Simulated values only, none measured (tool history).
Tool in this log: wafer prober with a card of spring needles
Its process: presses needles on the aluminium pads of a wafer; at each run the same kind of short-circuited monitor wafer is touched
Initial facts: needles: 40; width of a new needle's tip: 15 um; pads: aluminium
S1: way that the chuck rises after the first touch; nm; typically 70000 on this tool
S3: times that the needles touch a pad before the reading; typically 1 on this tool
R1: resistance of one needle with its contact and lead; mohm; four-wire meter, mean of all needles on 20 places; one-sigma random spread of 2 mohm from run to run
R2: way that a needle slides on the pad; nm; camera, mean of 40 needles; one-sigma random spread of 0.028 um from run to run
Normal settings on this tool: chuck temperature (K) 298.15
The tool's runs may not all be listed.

run 1 hour=0 | S1=70000 chuck_temperature_(K)=298.15 S3=1 | R1=211 R2=14240
-- hour=12.7 tips cleaned on abrasive film
-- hour=28.8 tips cleaned on abrasive film
-- hour=45.1 tips cleaned on abrasive film
run 2 hour=49.9 | S1=70000 chuck_temperature_(K)=298.15 S3=1 | R1=211 R2=14170
-- hour=60.1 tips cleaned on abrasive film
-- hour=76.7 tips cleaned on abrasive film
run 3 hour=82.4 | S1=70000 chuck_temperature_(K)=298.15 S3=2 | R1=210 R2=14260
-- hour=91.8 tips cleaned on abrasive film
-- hour=92.1 height of the first contact set anew
-- hour=109 tips cleaned on abrasive film
-- hour=125.3 tips cleaned on abrasive film
run 4 hour=128.9 | S1=70000 chuck_temperature_(K)=298.15 S3=2 | R1=214 R2=14210
-- hour=142.1 tips cleaned on abrasive film
-- hour=157.6 tips cleaned on abrasive film
-- hour=173.5 tips cleaned on abrasive film
run 5 hour=173.5 | S1=70000 chuck_temperature_(K)=298.15 S3=1 | R1=214 R2=14190
-- hour=187.1 tips cleaned on abrasive film
-- hour=202.8 tips cleaned on abrasive film
-- hour=218.7 tips cleaned on abrasive film
run 6 hour=218.7 | S1=70000 chuck_temperature_(K)=298.15 S3=1 | R1=211 R2=14190
-- hour=232.4 tips cleaned on abrasive film
-- hour=249.1 tips cleaned on abrasive film
-- hour=264.8 tips cleaned on abrasive film
run 7 hour=266.6 | S1=70000 chuck_temperature_(K)=298.15 S3=1 | R1=209 R2=14190
-- hour=279.6 tips cleaned on abrasive film
-- hour=296.3 tips cleaned on abrasive film
-- hour=312.8 tips cleaned on abrasive film
run 8 hour=313.9 | S1=70000 chuck_temperature_(K)=298.15 S3=1 | R1=211 R2=14180
-- hour=321 height of the first contact set anew
-- hour=327.9 tips cleaned on abrasive film
-- hour=344.8 tips cleaned on abrasive film
-- hour=358.4 tips cleaned on abrasive film
run 9 hour=369.1 | S1=70000 chuck_temperature_(K)=326.15 S3=1 | R1=218 R2=14110
-- hour=372.6 tips cleaned on abrasive film
-- hour=389.3 tips cleaned on abrasive film
-- hour=404.8 tips cleaned on abrasive film
run 10 hour=404.8 | S1=70000 chuck_temperature_(K)=298.15 S3=1 | R1=212 R2=14150
-- hour=421 tips cleaned on abrasive film
-- hour=436.7 tips cleaned on abrasive film
-- hour=450.8 tips cleaned on abrasive film
run 11 hour=450.8 | S1=70000 chuck_temperature_(K)=298.15 S3=1 | R1=219 R2=14140
-- hour=467.2 tips cleaned on abrasive film
-- hour=483.9 tips cleaned on abrasive film
run 12 hour=491 | S1=70000 chuck_temperature_(K)=298.15 S3=1 | R1=211 R2=14180
-- hour=497.6 tips cleaned on abrasive film
-- hour=513.6 tips cleaned on abrasive film
-- hour=530.6 tips cleaned on abrasive film
-- hour=545.4 tips cleaned on abrasive film
run 13 hour=545.4 | S1=70000 chuck_temperature_(K)=298.15 S3=1 | R1=211 R2=14110
-- hour=551.9 height of the first contact set anew
-- hour=562.2 tips cleaned on abrasive film
-- hour=575.9 tips cleaned on abrasive film
-- hour=592.7 tips cleaned on abrasive film
run 14 hour=603.8 | S1=70000 chuck_temperature_(K)=298.15 S3=1 | R1=214 R2=14130
-- hour=607.3 tips cleaned on abrasive film
-- hour=623.6 tips cleaned on abrasive film
-- hour=637.2 tips cleaned on abrasive film
run 15 hour=644.7 | S1=52000 chuck_temperature_(K)=375.15 S3=1 | R1=238 R2=10460
-- hour=651.3 tips cleaned on abrasive film
-- hour=667.6 tips cleaned on abrasive film
run 16 hour=671.5 | S1=68000 chuck_temperature_(K)=364.15 S3=1 | R1=227 R2=13630
-- hour=681.8 tips cleaned on abrasive film
-- hour=698.8 tips cleaned on abrasive film
-- hour=713.5 tips cleaned on abrasive film
run 17 hour=713.5 | S1=63000 chuck_temperature_(K)=367.15 S3=3 | R1=229 R2=12680
-- hour=729.7 tips cleaned on abrasive film
-- hour=746.7 tips cleaned on abrasive film
-- hour=762.9 tips cleaned on abrasive film
run 18 hour=768.9 | S1=52000 chuck_temperature_(K)=329.15 S3=2 | R1=224 R2=10480
-- hour=778.4 tips cleaned on abrasive film
-- hour=782.1 height of the first contact set anew
-- hour=794.9 tips cleaned on abrasive film
-- hour=811 tips cleaned on abrasive film
run 19 hour=822.5 | S1=70000 chuck_temperature_(K)=298.15 S3=3 | R1=212 R2=14040

What does the tool deliver on the next run?
-- hour=826 tips cleaned on abrasive film
-- hour=841.6 tips cleaned on abrasive film
-- hour=856 tips cleaned on abrasive film
run 20 hour=856 | S1=66000 chuck_temperature_(K)=298.15 S3=1 | R1=? R2=?

Run 20 produced R1 213 mohm, R2 13230 nm.
Were there no unlogged condition in the tool, this run, its random variation unchanged, would have produced R1 213 mohm, R2 13410 nm.

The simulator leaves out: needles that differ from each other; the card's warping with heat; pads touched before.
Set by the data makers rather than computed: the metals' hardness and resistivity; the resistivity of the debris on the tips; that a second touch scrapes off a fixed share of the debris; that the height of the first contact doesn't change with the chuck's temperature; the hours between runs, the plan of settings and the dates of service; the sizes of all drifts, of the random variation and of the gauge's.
